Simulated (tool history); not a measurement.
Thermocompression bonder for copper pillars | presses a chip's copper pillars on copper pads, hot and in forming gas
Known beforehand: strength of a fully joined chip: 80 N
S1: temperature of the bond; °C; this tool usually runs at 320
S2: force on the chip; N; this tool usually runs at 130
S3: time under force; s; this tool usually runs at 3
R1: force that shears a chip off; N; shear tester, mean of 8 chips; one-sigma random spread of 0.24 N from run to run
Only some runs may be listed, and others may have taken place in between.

| run | hour | S1 | S2 | S3 | R1 |
|---|---|---|---|---|---|
| 1 | 0 | 320 | 130 | 3 | 43.3 |
| 2 | 13.8 | 320 | 130 | 3 | 43.2 |
| 3 | 29.4 | 320 | 130 | 3 | 43.4 |
| 4 | 44.3 | 320 | 130 | 3 | 43.6 |
| 5 | 59.8 | 320 | 130 | 3 | 43.3 |
| 6 | 69.6 | 320 | 130 | 3 | 43.5 |
| 7 | 79.2 | 320 | 130 | 6 | 53.6 |
| 8 | 88.8 | 320 | 130 | 3 | 43.9 |
| 9 | 103.1 | 320 | 130 | 3 | 43.2 |
| 10 | 116.3 | 320 | 170 | 3 | 50.4 |
| 11 | 127.3 | 320 | 170 | 3 | 50.8 |
| 12 | 142.2 | 334 | 130 | 3 | 51 |
| 13 | 151.5 | 334 | 130 | 3 | 51 |
| 14 | 166.6 | 334 | 130 | 3 | 50.7 |
| 15 | 178.6 | 343 | 130 | 3 | 55.6 |
| 16 | 195.7 | 330 | 130 | 3 | 49 |
| 17 | 213.2 | 330 | 130 | 3 | 48.5 |
| 18 | 228.3 | 330 | 130 | 3 | 48.4 |
| 19 | 243.6 | 330 | 130 | 3 | 49 |
| 20 | 255.5 | 330 | 130 | 3 | 48.8 |
| 21 | 269.9 | 330 | 130 | 3 | 48.7 |
| 22 | 278.3 | 320 | 86 | 9 | 49.3 |
| 23 | 294.3 | 328 | 142 | 3 | 50.7 |
| 24 | 311.4 | 328 | 142 | 3 | 50.5 |
| 25 | 319.1 | 320 | 98 | 4 | 40.9 |
| 26 | 336.6 | 320 | 98 | 4 | 40.9 |
| 27 | 347.7 | 337 | 172 | 2 | 53.7 |
| 28 | 358.6 | 294 | 108 | 2 | 23.3 |
| 29 | 367.6 | 339 | 188 | 2 | 57.8 |
| 30 | 375.4 | 298 | 182 | 2 | 35.9 |
| 31 | 388.7 | 298 | 182 | 2 | 35.8 |
| 32 | 404.5 | 307 | 78 | 3 | 26.4 |
| 33 | 421.6 | 307 | 138 | 3 | 39.5 |
| 34 | 429.5 | 307 | 138 | 3 | 39.6 |
| 35 | 445 | 311 | 170 | 7 | 57.7 |
| 36 | 456.6 | 331 | 140 | 7 | 63 |
| 37 | 470.7 | 331 | 140 | 7 | 62.6 |
| 38 | 483.8 | 331 | 140 | 7 | 63 |

Missing from the log above: 2 entries noted between runs. For each, name the pair of listed runs it sits between and say how the tool's hidden condition differs from the listed run just before to the listed run just after:
Runs 32 to 33: forming gas filter changed (hour 409)
  oxide that the forming gas leaves, % of the face: 0.94 -> 0.52; drift of the gauge itself on shear_n, %: 2.6 -> 2.7
  measured value less the no-hidden-state value, R1: +0.7 -> +1.1 N
Runs 34 to 35: gauge calibrated (hour 436.7)
  oxide that the forming gas leaves, % of the face: 0.53 -> 0.54; drift of the gauge itself on shear_n, %: 2.75 -> 0.05
  measured value less the no-hidden-state value, R1: +1.1 -> +0.1 N
